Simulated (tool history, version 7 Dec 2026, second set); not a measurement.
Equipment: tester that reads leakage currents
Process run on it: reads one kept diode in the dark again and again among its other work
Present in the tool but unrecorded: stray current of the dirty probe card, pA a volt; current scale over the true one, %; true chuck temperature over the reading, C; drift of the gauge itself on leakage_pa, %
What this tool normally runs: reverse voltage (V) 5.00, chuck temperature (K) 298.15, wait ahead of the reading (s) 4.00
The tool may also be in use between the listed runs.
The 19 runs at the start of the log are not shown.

run,hour,reverse voltage (V),chuck temperature (K),wait ahead of the reading (s),hours of work since the probe card was cleaned,hours of work since the tester was calibrated,hours of work since the chuck was calibrated,current that the tester gives (pA)
20,1882.7,5.00,298.15,2.06,238,1083,729,128.03
21,1949.1,5.00,298.15,2.06,274,1120,765,128.82
22,2022.5,6.20,319.15,0.88,315,1160,806,821.85
23,2140.5,1.74,298.15,0.69,380,1225,871,82.05
24,2237.8,5.00,307.15,4.00,433,1279,924,283.01
25,2290.6,5.00,307.15,4.00,463,1308,954,282.63
26,2381.8,5.00,307.15,4.00,513,1358,1004,283.22
27,2482.3,10.84,297.15,0.45,568,1414,1059,174.36
28,2599.4,5.00,298.15,1.51,633,1478,1124,131.21
29,2722.7,5.00,298.15,1.51,701,1546,1192,132.75
30,2833.1,5.00,298.15,1.51,761,1607,1252,133.38
31,2919.6,5.00,298.15,1.51,809,1654,1300,133.31
32,3011.1,15.72,324.15,0.44,859,1705,1350,1852.63
33,3089.7,4.83,303.15,0.40,903,1748,1394,205.33
34,3144.5,3.64,331.15,5.20,933,1778,1424,1674.21
# hour 3197.9: chuck's temperature calibrated
35,3211.2,5.00,298.15,1.49,969,1814,7,126.47
36,3270.8,4.47,322.15,1.80,1001,1847,40,872.47
37,3330.7,9.20,315.15,4.00,1034,1880,73,691.31
38,3439.7,9.20,315.15,4.00,1094,1940,133,691.67
39,3491.4,5.98,323.15,1.31,1123,1968,162,1081.99
40,3610.0,5.00,313.15,4.00,1188,2034,227,453.54
41,3690.9,5.00,330.15,7.90,1233,2078,272,1690.31

Predict each of these 3 candidate next runs independently; none follows another, all start after run 41:
A,3815.8,5.00,314.15,4.00,1302,2147,340,?
B,3815.8,6.55,305.15,9.59,1302,2147,340,?
C,3815.8,1.35,301.15,7.90,1302,2147,340,?

run,current that the tester gives (pA)
A,491.47
B,265.00
C,93.91
Had the tool no hidden state, the same runs would have come out as:
run,current that the tester gives (pA)
A,477.26
B,253.43
C,90.74

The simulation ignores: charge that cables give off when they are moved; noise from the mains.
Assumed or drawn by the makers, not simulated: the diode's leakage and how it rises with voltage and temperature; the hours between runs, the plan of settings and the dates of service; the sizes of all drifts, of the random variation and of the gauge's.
